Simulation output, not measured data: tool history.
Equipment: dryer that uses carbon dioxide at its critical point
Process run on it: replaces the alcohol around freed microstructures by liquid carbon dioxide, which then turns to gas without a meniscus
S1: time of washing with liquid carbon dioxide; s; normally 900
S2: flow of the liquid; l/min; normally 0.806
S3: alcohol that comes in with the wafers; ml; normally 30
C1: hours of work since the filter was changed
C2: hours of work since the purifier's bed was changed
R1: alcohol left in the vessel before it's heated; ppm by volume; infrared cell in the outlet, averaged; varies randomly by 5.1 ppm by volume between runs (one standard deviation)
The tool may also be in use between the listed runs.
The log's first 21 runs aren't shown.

run    hour    S1     S2  S3   C1   C2    R1
 22   773.3   720  0.685  83  219  132  1043
 23     815  1260  1.335  35  249  162    30
 24   860.1   660  0.517  80  282  195  3195
 25   906.5   660  0.517  80  315  228  3286
 26   949.4   780  1.181  85  346  260    82
 27   992.3   600   0.67  57  377  291  1665
 28  1026.7   600   0.67  57  402  316  1721
 29  1061.5  1380  0.539  34  428  341   123
 30  1115.8   900   0.55  41  467  380   687
 31  1153.5   720   0.55  88  494  408  2860
     1189.6  -- inlet filter changed
 32  1194.7  1020  0.709  49    4  437   122
 33  1230.2   840   0.84  30   29  462    99
 34  1255.4  1080  0.563  30   48  481   166

What if the next run were any one of these 5? Each begins from the tool's condition after run 34:
  A  1302   900  1.039  30  81  514   ?
  B  1302   600  0.702  30  81  514   ?
  C  1302   900  0.821  30  81  514   ?
  D  1302  1080  0.579  30  81  514   ?
  E  1302   960  1.313  21  81  514   ?

run   R1
  A   57
  B  579
  C  106
  D  156
  E   57
What these runs would have given with no unlogged condition in the tool:
run   R1
  A    2
  B  483
  C   46
  D   91
  E    3
